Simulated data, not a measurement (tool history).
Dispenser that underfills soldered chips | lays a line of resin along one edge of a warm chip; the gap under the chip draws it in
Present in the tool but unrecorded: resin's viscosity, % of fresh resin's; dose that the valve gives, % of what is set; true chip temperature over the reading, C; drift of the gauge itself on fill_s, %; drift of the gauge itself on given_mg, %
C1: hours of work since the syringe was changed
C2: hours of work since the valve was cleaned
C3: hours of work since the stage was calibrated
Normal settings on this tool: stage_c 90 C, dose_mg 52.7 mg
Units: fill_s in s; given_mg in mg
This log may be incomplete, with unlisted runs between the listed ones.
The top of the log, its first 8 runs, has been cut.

{"hour": 26.6, "done": "new syringe of resin"}
{"hour": 28.5, "done": "dispensing valve cleaned and set on the balance"}
{"run": 9, "hour": 28.7, "stage_c": 99, "dose_mg": 52.7, "C1": 1, "C2": 0, "C3": 84, "fill_s": 62.7, "given_mg": 52.88}
{"run": 10, "hour": 32.7, "stage_c": 99, "dose_mg": 52.7, "C1": 4, "C2": 3, "C3": 87, "fill_s": 71.4, "given_mg": 52.77}
{"run": 11, "hour": 37.0, "stage_c": 99, "dose_mg": 52.7, "C1": 8, "C2": 7, "C3": 91, "fill_s": 83.0, "given_mg": 52.46}
{"run": 12, "hour": 39.8, "stage_c": 99, "dose_mg": 52.7, "C1": 10, "C2": 9, "C3": 93, "fill_s": 92.5, "given_mg": 52.46}
{"hour": 43.0, "done": "new syringe of resin"}
{"run": 13, "hour": 43.6, "stage_c": 90, "dose_mg": 52.7, "C1": 0, "C2": 12, "C3": 96, "fill_s": 97.7, "given_mg": 52.71}
{"run": 14, "hour": 48.9, "stage_c": 90, "dose_mg": 52.7, "C1": 5, "C2": 16, "C3": 100, "fill_s": 117.6, "given_mg": 52.32}
{"run": 15, "hour": 51.2, "stage_c": 82, "dose_mg": 52.7, "C1": 7, "C2": 18, "C3": 102, "fill_s": 185.9, "given_mg": 51.91}
{"run": 16, "hour": 53.9, "stage_c": 82, "dose_mg": 52.7, "C1": 9, "C2": 20, "C3": 104, "fill_s": 204.9, "given_mg": 52.39}
{"run": 17, "hour": 57.8, "stage_c": 81, "dose_mg": 52.7, "C1": 12, "C2": 23, "C3": 107, "fill_s": 248.2, "given_mg": 51.74}
{"hour": 58.4, "done": "new syringe of resin"}
{"run": 18, "hour": 63.5, "stage_c": 88, "dose_mg": 51.0, "C1": 4, "C2": 27, "C3": 111, "fill_s": 127.4, "given_mg": 50.0}
{"run": 19, "hour": 66.1, "stage_c": 88, "dose_mg": 51.0, "C1": 6, "C2": 29, "C3": 113, "fill_s": 140.1, "given_mg": 50.53}
{"run": 20, "hour": 71.3, "stage_c": 90, "dose_mg": 48.3, "C1": 10, "C2": 34, "C3": 118, "fill_s": 152.1, "given_mg": 47.52}
{"hour": 73.7, "done": "new syringe of resin"}
{"run": 21, "hour": 75.6, "stage_c": 98, "dose_mg": 47.1, "C1": 2, "C2": 37, "C3": 121, "fill_s": 71.0, "given_mg": 46.38}
{"run": 22, "hour": 79.4, "stage_c": 96, "dose_mg": 52.7, "C1": 5, "C2": 40, "C3": 124, "fill_s": 86.0, "given_mg": 51.64}
{"run": 23, "hour": 81.9, "stage_c": 96, "dose_mg": 52.7, "C1": 7, "C2": 42, "C3": 126, "fill_s": 94.4, "given_mg": 51.58}
{"run": 24, "hour": 85.4, "stage_c": 100, "dose_mg": 52.7, "C1": 9, "C2": 45, "C3": 129, "fill_s": 88.6, "given_mg": 51.35}
{"hour": 89.0, "done": "new syringe of resin"}
{"run": 25, "hour": 90.5, "stage_c": 76, "dose_mg": 55.9, "C1": 1, "C2": 48, "C3": 132, "fill_s": 201.7, "given_mg": 55.04}
{"run": 26, "hour": 95.6, "stage_c": 82, "dose_mg": 67.2, "C1": 5, "C2": 52, "C3": 136, "fill_s": 170.3, "given_mg": 66.28}
{"run": 27, "hour": 98.4, "stage_c": 82, "dose_mg": 67.2, "C1": 7, "C2": 55, "C3": 139, "fill_s": 191.2, "given_mg": 66.23}
{"run": 28, "hour": 101.8, "stage_c": 104, "dose_mg": 64.9, "C1": 10, "C2": 57, "C3": 141, "fill_s": 73.2, "given_mg": 63.09}
{"hour": 104.2, "done": "new syringe of resin"}
{"run": 29, "hour": 106.8, "stage_c": 90, "dose_mg": 66.7, "C1": 2, "C2": 61, "C3": 145, "fill_s": 103.1, "given_mg": 64.98}

Run 30 comes next. What will it give?
{"run": 30, "hour": 110.6, "stage_c": 87, "dose_mg": 68.0, "C1": 5, "C2": 64, "C3": 148, "fill_s": "?", "given_mg": "?"}

fill_s: 134.4 s
given_mg: 66.20 mg
Were there no unlogged condition in the tool, this run, its random variation unchanged, would have produced fill_s 106.5 s, given_mg 67.88 mg.
